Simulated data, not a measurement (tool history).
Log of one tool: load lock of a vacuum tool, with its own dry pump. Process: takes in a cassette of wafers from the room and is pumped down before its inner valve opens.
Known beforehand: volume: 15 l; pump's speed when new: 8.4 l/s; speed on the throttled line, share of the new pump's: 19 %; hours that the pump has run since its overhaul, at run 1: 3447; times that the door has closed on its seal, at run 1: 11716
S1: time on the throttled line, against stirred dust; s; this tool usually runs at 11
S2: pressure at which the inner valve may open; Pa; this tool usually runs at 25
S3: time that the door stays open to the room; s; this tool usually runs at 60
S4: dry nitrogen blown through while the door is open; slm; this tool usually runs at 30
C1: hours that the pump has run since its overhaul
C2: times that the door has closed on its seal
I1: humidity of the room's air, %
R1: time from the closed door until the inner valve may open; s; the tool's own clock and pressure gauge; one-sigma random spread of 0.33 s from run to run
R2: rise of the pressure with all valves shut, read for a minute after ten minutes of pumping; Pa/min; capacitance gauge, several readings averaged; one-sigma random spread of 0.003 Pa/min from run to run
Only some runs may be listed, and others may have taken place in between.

run 1 hour=0.0 | S1=11 S2=25 S3=60 S4=30 | C1=3447 C2=11716 | I1=44.5 | R1=25.0 R2=0.142
run 2 hour=119.8 | S1=11 S2=25 S3=60 S4=34 | C1=3567 C2=12043 | I1=41.4 | R1=24.5 R2=0.140
run 3 hour=196.3 | S1=11 S2=25 S3=60 S4=11 | C1=3644 C2=12251 | I1=43.2 | R1=25.2 R2=0.162
run 4 hour=356.0 | S1=11 S2=25 S3=60 S4=11 | C1=3803 C2=12686 | I1=43.1 | R1=24.5 R2=0.167
run 5 hour=514.7 | S1=11 S2=25 S3=60 S4=11 | C1=3962 C2=13118 | I1=45.5 | R1=24.9 R2=0.181
run 6 hour=595.6 | S1=11 S2=25 S3=60 S4=11 | C1=4043 C2=13338 | I1=45.0 | R1=24.8 R2=0.172
run 7 hour=686.4 | S1=11 S2=25 S3=60 S4=11 | C1=4134 C2=13586 | I1=43.7 | R1=24.8 R2=0.183
run 8 hour=834.9 | S1=11 S2=25 S3=60 S4=11 | C1=4282 C2=13990 | I1=46.6 | R1=24.8 R2=0.187
run 9 hour=954.8 | S1=11 S2=25 S3=60 S4=11 | C1=4402 C2=14317 | I1=46.1 | R1=25.3 R2=0.194
run 10 hour=1069.0 | S1=11 S2=25 S3=60 S4=11 | C1=4516 C2=14628 | I1=47.0 | R1=24.7 R2=0.202
run 11 hour=1215.5 | S1=11 S2=37 S3=60 S4=14 | C1=4663 C2=15027 | I1=45.4 | R1=24.5 R2=0.203
run 12 hour=1355.0 | S1=11 S2=37 S3=60 S4=14 | C1=4802 C2=15407 | I1=47.3 | R1=24.2 R2=0.208
run 13 hour=1517.3 | S1=15 S2=34 S3=119 S4=30 | C1=4965 C2=15849 | I1=42.5 | R1=27.6 R2=0.206
run 14 hour=1601.6 | S1=11 S2=20 S3=60 S4=30 | C1=5049 C2=16079 | I1=44.3 | R1=25.7 R2=0.193
run 15 hour=1770.3 | S1=11 S2=20 S3=60 S4=30 | C1=5218 C2=16538 | I1=48.1 | R1=25.7 R2=0.212
run 16 hour=1876.2 | S1=11 S2=20 S3=60 S4=30 | C1=5324 C2=16827 | I1=48.4 | R1=25.2 R2=0.211
run 17 hour=1990.4 | S1=11 S2=20 S3=60 S4=30 | C1=5438 C2=17138 | I1=42.4 | R1=25.5 R2=0.216

3 ways to go on from here, each from the tool as it stands after run 17. What would each give?
run A hour=2148.0 | S1=11 S2=32 S3=170 S4=6 | C1=5595 C2=17567 | I1=43.8 | R1=? R2=?
run B hour=2148.0 | S1=11 S2=19 S3=60 S4=30 | C1=5595 C2=17567 | I1=40.5 | R1=? R2=?
run C hour=2148.0 | S1=12 S2=25 S3=60 S4=30 | C1=5595 C2=17567 | I1=43.5 | R1=? R2=?

run=A R1=24.4 R2=0.295
run=B R1=25.7 R2=0.222
run=C R1=25.6 R2=0.222
The same runs, with their run-to-run variation unchanged, on a tool lacking any hidden condition would have given:
run=A R1=22.8 R2=0.110
run=B R1=24.0 R2=0.036
run=C R1=24.0 R2=0.036

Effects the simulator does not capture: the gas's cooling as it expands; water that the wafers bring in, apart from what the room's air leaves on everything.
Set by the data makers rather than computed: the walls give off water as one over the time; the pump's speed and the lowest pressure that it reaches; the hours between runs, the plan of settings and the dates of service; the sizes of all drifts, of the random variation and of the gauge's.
